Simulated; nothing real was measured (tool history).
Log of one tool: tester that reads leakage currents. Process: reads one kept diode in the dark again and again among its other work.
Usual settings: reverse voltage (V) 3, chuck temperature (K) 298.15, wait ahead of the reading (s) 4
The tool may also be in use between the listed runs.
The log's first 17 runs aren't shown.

run,hour,reverse voltage (V),chuck temperature (K),wait ahead of the reading (s),hours of work since the probe card was cleaned,hours of work since the tester was calibrated,hours of work since the chuck was calibrated,current that the tester gives (pA)
18,2479.2,5.9,321.15,9.62,1523,2076,385,589.93
19,2646,5.9,306.15,0.4,1647,2200,509,227.97
20,2739.8,5.9,306.15,0.4,1717,2270,579,228.64
21,2903.5,3.27,329.15,0.59,1838,2391,701,727.51
22,3044.9,3.27,329.15,0.59,1944,2497,806,730.23
23,3231.4,3.27,329.15,0.59,2082,2635,945,742.8
24,3386.8,3.27,329.15,0.59,2198,2751,1060,750.69
25,3580.4,3,332.15,0.31,2342,2895,1204,870.55
# hour 3731: chuck's temperature calibrated
26,3731,5.27,309.15,0.31,2453,3006,0,256.18

Run 27 comes next. What will it give?
27,3901.4,5.27,309.15,0.31,2580,3132,127,?

{"run 27": {"current that the tester gives (pA)": 261.13}}
Without the tool's hidden state the same run would have given current that the tester gives (pA) 244.87.
